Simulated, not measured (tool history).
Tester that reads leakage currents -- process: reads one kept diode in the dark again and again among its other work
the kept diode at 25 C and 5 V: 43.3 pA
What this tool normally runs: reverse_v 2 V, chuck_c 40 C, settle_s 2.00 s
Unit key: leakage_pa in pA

run 1 day=0.000 | reverse_v=2 chuck_c=40 settle_s=2.00 | leakage_pa=95.49
run 2 day=0.971 | reverse_v=2 chuck_c=40 settle_s=2.00 | leakage_pa=95.08
run 3 day=1.754 | reverse_v=2 chuck_c=40 settle_s=2.00 | leakage_pa=95.29
run 4 day=2.817 | reverse_v=2 chuck_c=40 settle_s=2.00 | leakage_pa=95.38
run 5 day=4.325 | reverse_v=2 chuck_c=40 settle_s=2.00 | leakage_pa=95.21
run 6 day=5.279 | reverse_v=2 chuck_c=40 settle_s=2.00 | leakage_pa=95.79
-- day=5.446 chuck's temperature calibrated
run 7 day=6.488 | reverse_v=2 chuck_c=40 settle_s=2.00 | leakage_pa=95.14

For run 8, what comes out?
run 8 day=7.808 | reverse_v=2 chuck_c=45 settle_s=1.71 | leakage_pa=?

Run 8 came out at leakage_pa 136.13 pA.
If the tool had no hidden condition, the same run with the same run-to-run variation would have returned leakage_pa 136.71 pA.
